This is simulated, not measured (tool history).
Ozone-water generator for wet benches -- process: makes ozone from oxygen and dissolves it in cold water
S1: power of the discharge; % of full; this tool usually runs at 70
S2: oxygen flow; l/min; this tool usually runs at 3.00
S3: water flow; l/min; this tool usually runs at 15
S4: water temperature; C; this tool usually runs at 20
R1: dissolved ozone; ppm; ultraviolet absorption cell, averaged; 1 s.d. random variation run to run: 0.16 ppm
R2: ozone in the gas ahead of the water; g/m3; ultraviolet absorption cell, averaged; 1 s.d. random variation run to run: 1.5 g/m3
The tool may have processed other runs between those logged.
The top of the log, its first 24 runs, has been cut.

run    hour  S1    S2  S3  S4    R1     R2
 25  1983.8  96  2.11  10  17  32.7  392.2
 26  2100.1  74  2.11  10  17  28.5  340.0
 27  2152.0  88  3.00  12  17  27.1  303.4
 28  2239.0  70  3.00  17  20  17.0  264.9
 29  2341.8  87  3.00  17  20  19.3  300.5
 30  2458.9  87  3.00  17  20  19.4  296.8
 31  2534.9  87  2.89  14  20  22.6  307.0
 32  2620.7  70  2.05  15  13  19.7  329.5

5 options for the next run, each taken on its own from the tool as it stands now. Forecast them:
  A  2719.5  45  2.05  15  13   ?   ?
  B  2719.5  70  2.05  15  15   ?   ?
  C  2719.5  46  4.11  15  16   ?   ?
  D  2719.5  70  2.05  11  13   ?   ?
  E  2719.5  70  1.62  15  20   ?   ?

run    R1     R2
  A  15.6  264.5
  B  19.2  331.3
  C  16.1  176.9
  D  26.3  332.0
  E  17.9  376.0
The same runs, with their run-to-run variation unchanged, on a tool lacking any hidden condition would have given:
run    R1     R2
  A  16.8  273.8
  B  20.9  346.6
  C  17.3  183.1
  D  28.4  347.2
  E  19.4  393.3
